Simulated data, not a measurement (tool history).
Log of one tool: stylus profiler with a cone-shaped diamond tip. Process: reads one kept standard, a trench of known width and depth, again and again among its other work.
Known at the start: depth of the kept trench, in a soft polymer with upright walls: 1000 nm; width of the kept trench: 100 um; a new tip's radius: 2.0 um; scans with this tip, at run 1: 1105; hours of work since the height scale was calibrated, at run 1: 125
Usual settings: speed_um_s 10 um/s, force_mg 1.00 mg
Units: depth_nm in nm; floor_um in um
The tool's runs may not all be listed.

run,hour,speed_um_s,force_mg,scans with this tip,hours of work since the height scale was calibrated,depth_nm,floor_um
1,0.0,10,1.00,1105,125,1004.00,96.34
2,62.9,10,1.00,1332,151,1003.61,96.41
3,105.3,10,1.00,1484,168,1003.52,96.32
4,140.0,8,1.00,1609,182,1003.78,96.37
5,185.5,8,1.00,1773,201,1003.32,96.42
6,238.2,8,1.00,1963,222,1003.02,96.37
# hour 242.1: height scale calibrated on a step standard
7,292.3,3,1.00,2156,20,1003.47,96.34
8,346.4,38,1.02,2351,42,1003.30,96.18
# hour 357.8: height scale calibrated on a step standard, once more
9,412.7,38,1.02,2588,22,1003.94,96.13
10,479.0,38,0.71,2826,49,1002.70,96.06
11,534.9,38,2.67,3028,72,1007.23,96.18
12,571.5,10,1.16,3159,87,1003.78,96.34

4 ways to go on from here, each from the tool as it stands after run 12. What would each give?
A,614.3,5,0.81,3313,105,?,?
B,614.3,3,0.51,3313,105,?,?
C,614.3,17,0.47,3313,105,?,?
D,614.3,30,1.00,3313,105,?,?

run,depth_nm,floor_um
A,1002.99,96.32
B,1002.38,96.30
C,1002.31,96.17
D,1003.52,96.14
Without the tool's hidden state the same runs would have given:
run,depth_nm,floor_um
A,1003.21,96.51
B,1002.59,96.49
C,1002.52,96.36
D,1003.73,96.33

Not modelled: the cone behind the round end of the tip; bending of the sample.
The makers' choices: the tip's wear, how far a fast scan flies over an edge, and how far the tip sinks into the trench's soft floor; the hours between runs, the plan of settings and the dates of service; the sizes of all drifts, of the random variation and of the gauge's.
